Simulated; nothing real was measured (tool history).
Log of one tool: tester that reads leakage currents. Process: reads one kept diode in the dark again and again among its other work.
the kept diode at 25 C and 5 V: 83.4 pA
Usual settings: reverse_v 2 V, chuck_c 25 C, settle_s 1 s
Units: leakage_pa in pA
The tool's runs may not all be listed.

| run | hour | reverse_v | chuck_c | settle_s | leakage_pa |
|---|---|---|---|---|---|
| 1 | 0 | 2 | 25 | 1 | 62.76 |
| 2 | 20 | 2 | 25 | 1 | 62.79 |
| 3 | 34.6 | 2 | 25 | 1 | 62.39 |
| 4 | 48.3 | 1.87 | 25 | 1 | 61.51 |
| 5 | 68.8 | 2 | 25 | 1 | 62.65 |
| 6 | 81.8 | 2 | 25 | 1 | 62.58 |
| 7 | 112.6 | 2 | 25 | 1 | 62.63 |
| 8 | 144.1 | 2 | 25 | 1 | 62.45 |
| 9 | 157.1 | 2 | 25 | 1 | 62.87 |
| 10 | 181.2 | 2 | 25 | 1 | 62.31 |
|  | 185.3 | chuck's temperature calibrated |
| 11 | 198.7 | 2 | 25 | 1 | 62.67 |
| 12 | 220.6 | 2 | 25 | 1 | 62.92 |
| 13 | 245.5 | 2 | 25 | 1 | 62.85 |
| 14 | 268.8 | 12.75 | 34 | 0.43 | 253.09 |
| 15 | 282.2 | 2.29 | 46 | 0.43 | 354.06 |
| 16 | 302.4 | 2.29 | 46 | 0.43 | 354.83 |
| 17 | 321.2 | 2.79 | 25 | 1 | 70.3 |
| 18 | 343 | 5.45 | 35 | 1 | 200.22 |
| 19 | 359.5 | 10.21 | 21 | 6.2 | 74.98 |
| 20 | 375.4 | 15.3 | 34 | 1.16 | 261.23 |
| 21 | 389.6 | 15.3 | 34 | 1.16 | 261.54 |
| 22 | 421 | 15.3 | 42 | 1.16 | 488.47 |
| 23 | 445.7 | 3.52 | 25 | 3.24 | 74.89 |

Forecast each of these 4 alternatives for the next run:
| A | 459.7 | 3.52 | 34 | 3.24 | ? |
| B | 459.7 | 6.4 | 25 | 1 | ? |
| C | 459.7 | 3.52 | 43 | 3.24 | ? |
| D | 459.7 | 6.32 | 53 | 2.04 | ? |

| run | leakage_pa |
|---|---|
| A | 158.95 |
| B | 92.79 |
| C | 323.56 |
| D | 826.99 |
Without the tool's hidden state the same runs would have given:
| run | leakage_pa |
|---|---|
| A | 158.96 |
| B | 92.74 |
| C | 323.62 |
| D | 827.17 |

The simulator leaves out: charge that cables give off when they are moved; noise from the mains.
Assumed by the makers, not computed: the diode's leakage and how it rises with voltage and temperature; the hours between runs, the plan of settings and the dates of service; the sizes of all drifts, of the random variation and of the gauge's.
